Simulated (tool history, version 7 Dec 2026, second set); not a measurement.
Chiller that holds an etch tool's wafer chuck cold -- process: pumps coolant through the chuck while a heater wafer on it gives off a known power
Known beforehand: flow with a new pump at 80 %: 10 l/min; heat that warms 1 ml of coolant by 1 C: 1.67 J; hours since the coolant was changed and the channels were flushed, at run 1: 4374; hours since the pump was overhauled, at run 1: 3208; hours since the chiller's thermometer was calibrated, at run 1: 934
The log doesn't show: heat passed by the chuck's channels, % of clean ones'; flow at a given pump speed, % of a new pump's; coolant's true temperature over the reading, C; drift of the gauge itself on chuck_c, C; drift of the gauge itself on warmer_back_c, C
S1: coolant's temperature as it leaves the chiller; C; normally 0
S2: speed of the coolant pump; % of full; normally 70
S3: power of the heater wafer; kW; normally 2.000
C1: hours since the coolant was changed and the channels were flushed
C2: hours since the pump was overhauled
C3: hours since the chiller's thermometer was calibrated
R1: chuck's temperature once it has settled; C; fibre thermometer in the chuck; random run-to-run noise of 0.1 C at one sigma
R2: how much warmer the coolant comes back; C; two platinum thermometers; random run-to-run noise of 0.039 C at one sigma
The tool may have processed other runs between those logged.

run    hour  S1  S2     S3    C1    C2    C3    R1     R2
  1     0.0   0  70  2.000  4374  3208   934  23.8   8.62
  2    80.3   0  70  2.000  4454  3289  1015  23.8   8.73
  3   153.7   0  70  2.000  4527  3362  1088  23.8   8.68
  4   192.5   0  70  2.000  4566  3401  1127  23.9   8.69
  5   260.0  10  70  2.000  4634  3468  1194  34.1   8.71
  6   332.2   0  70  2.000  4706  3540  1267  24.2   8.70
  7   369.1   8  70  2.000  4743  3577  1304  32.2   8.68
  8   431.5   8  70  2.000  4805  3640  1366  32.3   8.75
  9   482.9   0  70  1.128  4856  3691  1417  13.7   4.87
 10   555.5   0  70  1.128  4929  3764  1490  13.8   4.86
 11   595.3   0  70  1.128  4969  3804  1530  14.0   4.85
 12   661.4   0  70  1.128  5035  3870  1596  13.8   4.90
 13   700.5   0  70  2.000  5074  3909  1635  24.4   8.75
 14   768.1   0  70  2.000  5142  3976  1703  24.5   8.76
      807.8  -- coolant changed, channels flushed
 15   843.1   0  70  2.000    35  4045  1772  22.5   8.76
 16   886.3   0  70  2.386    79  4089  1815  27.0  10.40
 17   948.9   0  70  2.386   141  4151  1877  27.1  10.44
 18  1003.6   0  87  2.015   196  4206  1932  18.9   7.07
     1016.4  -- coolant pump overhauled
 19  1071.5   0  87  2.015   259    55  1995  19.4   7.25
 20  1109.1   0  87  2.015   296    93  2033  19.1   7.16
 21  1174.5   0  87  2.015   362   158  2098  19.3   7.21
 22  1230.9   1  94  2.344   418   214  2154  22.0   7.73
 23  1266.3  10  74  2.627   454   250  2190  39.1  11.14
 24  1313.0  10  74  2.627   500   297  2236  39.1  11.20
     1327.4  -- coolant pump overhauled, once more
 25  1355.9   2  95  2.470   538    28  2274  22.1   7.33
 26  1405.4   2  95  2.470   588    78  2324  22.5   7.39
 27  1454.6  -9  83  1.252   637   127  2373   2.7   4.30
 28  1514.2   4  96  1.252   696   187  2433  14.6   3.76
 29  1558.1   4  96  1.252   740   231  2477  14.7   3.74
 30  1609.0   4  96  1.252   791   282  2527  14.5   3.70
 31  1645.7   4  96  1.252   828   318  2564  14.5   3.67

Each run again, without the hidden state but with its own random variation kept:
run    R1     R2
  1  21.1   8.23
  2  21.1   8.33
  3  21.0   8.27
  4  21.0   8.27
  5  31.2   8.28
  6  21.2   8.26
  7  29.1   8.24
  8  29.2   8.30
  9  11.8   4.61
 10  11.9   4.60
 11  12.1   4.59
 12  11.8   4.63
 13  21.0   8.26
 14  21.1   8.27
 15  21.0   8.26
 16  25.2   9.79
 17  25.3   9.82
 18  17.5   6.65
 19  17.7   6.67
 20  17.4   6.59
 21  17.4   6.63
 22  20.0   7.10
 23  36.4  10.23
 24  36.3  10.28
 25  21.6   7.35
 26  22.0   7.41
 27   2.3   4.31
 28  14.1   3.76
 29  14.2   3.74
 30  14.0   3.70
 31  14.0   3.67
